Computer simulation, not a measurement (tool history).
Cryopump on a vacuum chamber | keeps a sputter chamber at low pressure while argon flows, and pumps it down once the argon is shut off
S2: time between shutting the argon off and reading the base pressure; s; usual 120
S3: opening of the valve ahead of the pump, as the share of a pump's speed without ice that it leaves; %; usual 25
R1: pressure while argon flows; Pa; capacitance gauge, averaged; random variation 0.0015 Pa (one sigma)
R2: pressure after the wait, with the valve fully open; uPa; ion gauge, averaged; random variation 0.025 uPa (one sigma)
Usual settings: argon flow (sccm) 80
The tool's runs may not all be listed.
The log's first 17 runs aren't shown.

run 18 hour=434.6 | argon_flow_(sccm)=80 S2=120 S3=39 | R1=0.246 R2=1.22
run 19 hour=459.6 | argon_flow_(sccm)=80 S2=120 S3=16 | R1=0.5743 R2=1.28
run 20 hour=478.4 | argon_flow_(sccm)=35 S2=112 S3=15 | R1=0.2643 R2=1.36
run 21 hour=509.5 | argon_flow_(sccm)=98 S2=125 S3=25 | R1=0.466 R2=1.3
run 22 hour=544.4 | argon_flow_(sccm)=98 S2=259 S3=25 | R1=0.4661 R2=0.91
run 23 hour=575.1 | argon_flow_(sccm)=98 S2=259 S3=25 | R1=0.4689 R2=0.91
run 24 hour=591.5 | argon_flow_(sccm)=98 S2=259 S3=25 | R1=0.4718 R2=0.93
run 25 hour=616.3 | argon_flow_(sccm)=80 S2=85 S3=18 | R1=0.5215 R2=1.75
run 26 hour=647.1 | argon_flow_(sccm)=78 S2=52 S3=42 | R1=0.2392 R2=2.47
run 27 hour=668.5 | argon_flow_(sccm)=78 S2=52 S3=42 | R1=0.2444 R2=2.52
-- hour=675.6 pump warmed up, emptied and cooled again
run 28 hour=695.3 | argon_flow_(sccm)=78 S2=52 S3=42 | R1=0.2031 R2=2.22
run 29 hour=713.1 | argon_flow_(sccm)=70 S2=52 S3=16 | R1=0.4808 R2=2.16
run 30 hour=742.4 | argon_flow_(sccm)=70 S2=59 S3=16 | R1=0.481 R2=2.02
run 31 hour=773.5 | argon_flow_(sccm)=76 S2=44 S3=30 | R1=0.2821 R2=2.57
run 32 hour=805.3 | argon_flow_(sccm)=157 S2=73 S3=29 | R1=0.6047 R2=1.76
run 33 hour=830 | argon_flow_(sccm)=56 S2=120 S3=28 | R1=0.2233 R2=1.25

Forecast each of these 3 alternatives for the next run:
run A hour=850.4 | argon_flow_(sccm)=80 S2=106 S3=25 | R1=? R2=?
run B hour=850.4 | argon_flow_(sccm)=158 S2=72 S3=60 | R1=? R2=?
run C hour=850.4 | argon_flow_(sccm)=80 S2=64 S3=30 | R1=? R2=?

run=A R1=0.3606 R2=1.37
run=B R1=0.3055 R2=1.85
run=C R1=0.3003 R2=1.96
Without the tool's hidden state the same runs would have given:
run=A R1=0.3509 R2=1.09
run=B R1=0.2864 R2=1.56
run=C R1=0.2906 R2=1.67
